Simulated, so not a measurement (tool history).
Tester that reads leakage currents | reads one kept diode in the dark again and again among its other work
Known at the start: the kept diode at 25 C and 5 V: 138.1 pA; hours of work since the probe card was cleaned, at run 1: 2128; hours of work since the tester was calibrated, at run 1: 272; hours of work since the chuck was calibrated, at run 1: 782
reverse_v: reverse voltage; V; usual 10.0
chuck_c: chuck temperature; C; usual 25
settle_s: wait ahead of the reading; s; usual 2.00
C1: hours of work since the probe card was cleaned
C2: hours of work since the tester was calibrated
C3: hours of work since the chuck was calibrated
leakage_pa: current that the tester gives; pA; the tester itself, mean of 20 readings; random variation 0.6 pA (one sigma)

run 1 day=0.000 | reverse_v=10.0 chuck_c=25 settle_s=2.00 | C1=2128 C2=272 C3=782 | leakage_pa=199.81
run 2 day=1.233 | reverse_v=10.0 chuck_c=25 settle_s=2.00 | C1=2148 C2=293 C3=803 | leakage_pa=198.34
run 3 day=2.208 | reverse_v=10.0 chuck_c=25 settle_s=2.00 | C1=2164 C2=309 C3=819 | leakage_pa=198.90
run 4 day=3.450 | reverse_v=10.0 chuck_c=25 settle_s=2.00 | C1=2185 C2=329 C3=839 | leakage_pa=198.99
run 5 day=4.954 | reverse_v=10.0 chuck_c=25 settle_s=2.00 | C1=2209 C2=354 C3=864 | leakage_pa=198.96
run 6 day=6.038 | reverse_v=10.0 chuck_c=25 settle_s=2.00 | C1=2227 C2=372 C3=882 | leakage_pa=198.16
run 7 day=7.354 | reverse_v=10.0 chuck_c=25 settle_s=2.00 | C1=2249 C2=394 C3=904 | leakage_pa=199.08
run 8 day=8.492 | reverse_v=10.0 chuck_c=25 settle_s=6.89 | C1=2268 C2=413 C3=923 | leakage_pa=198.28
run 9 day=10.038 | reverse_v=10.0 chuck_c=25 settle_s=6.89 | C1=2294 C2=438 C3=948 | leakage_pa=198.93
run 10 day=11.362 | reverse_v=10.0 chuck_c=25 settle_s=6.89 | C1=2315 C2=460 C3=970 | leakage_pa=200.00
run 11 day=12.854 | reverse_v=10.0 chuck_c=25 settle_s=6.89 | C1=2340 C2=485 C3=995 | leakage_pa=198.73
run 12 day=14.133 | reverse_v=10.0 chuck_c=25 settle_s=2.00 | C1=2361 C2=506 C3=1016 | leakage_pa=199.23
run 13 day=15.546 | reverse_v=10.0 chuck_c=25 settle_s=2.00 | C1=2385 C2=529 C3=1039 | leakage_pa=199.61
run 14 day=16.808 | reverse_v=10.0 chuck_c=25 settle_s=2.00 | C1=2405 C2=550 C3=1060 | leakage_pa=199.15
run 15 day=17.921 | reverse_v=10.0 chuck_c=25 settle_s=2.00 | C1=2424 C2=568 C3=1079 | leakage_pa=198.14
run 16 day=19.454 | reverse_v=10.0 chuck_c=25 settle_s=2.00 | C1=2449 C2=594 C3=1104 | leakage_pa=199.63
run 17 day=20.867 | reverse_v=10.0 chuck_c=25 settle_s=2.00 | C1=2472 C2=617 C3=1127 | leakage_pa=198.39
run 18 day=21.946 | reverse_v=10.0 chuck_c=22 settle_s=2.00 | C1=2490 C2=635 C3=1145 | leakage_pa=150.00
run 19 day=23.192 | reverse_v=10.0 chuck_c=25 settle_s=2.00 | C1=2511 C2=655 C3=1166 | leakage_pa=200.37
run 20 day=24.133 | reverse_v=10.0 chuck_c=35 settle_s=2.00 | C1=2526 C2=671 C3=1181 | leakage_pa=493.08
run 21 day=25.588 | reverse_v=10.0 chuck_c=35 settle_s=2.00 | C1=2550 C2=695 C3=1205 | leakage_pa=488.97
run 22 day=26.646 | reverse_v=2.0 chuck_c=39 settle_s=2.00 | C1=2568 C2=713 C3=1223 | leakage_pa=297.43
run 23 day=27.604 | reverse_v=2.0 chuck_c=39 settle_s=2.00 | C1=2584 C2=728 C3=1239 | leakage_pa=299.35
run 24 day=29.679 | reverse_v=5.9 chuck_c=27 settle_s=0.38 | C1=2618 C2=763 C3=1273 | leakage_pa=182.36
run 25 day=31.038 | reverse_v=3.1 chuck_c=51 settle_s=1.39 | C1=2641 C2=785 C3=1295 | leakage_pa=1005.80
run 26 day=32.946 | reverse_v=3.1 chuck_c=51 settle_s=1.39 | C1=2672 C2=817 C3=1327 | leakage_pa=1007.68

The next listed run, before its measurement:
run 27 day=34.396 | reverse_v=8.4 chuck_c=51 settle_s=1.91 | C1=2696 C2=841 C3=1351 | leakage_pa=?

Run 27 gave leakage_pa 1686.26 pA.
Without the tool's hidden state the same run would have given leakage_pa 1684.52 pA.
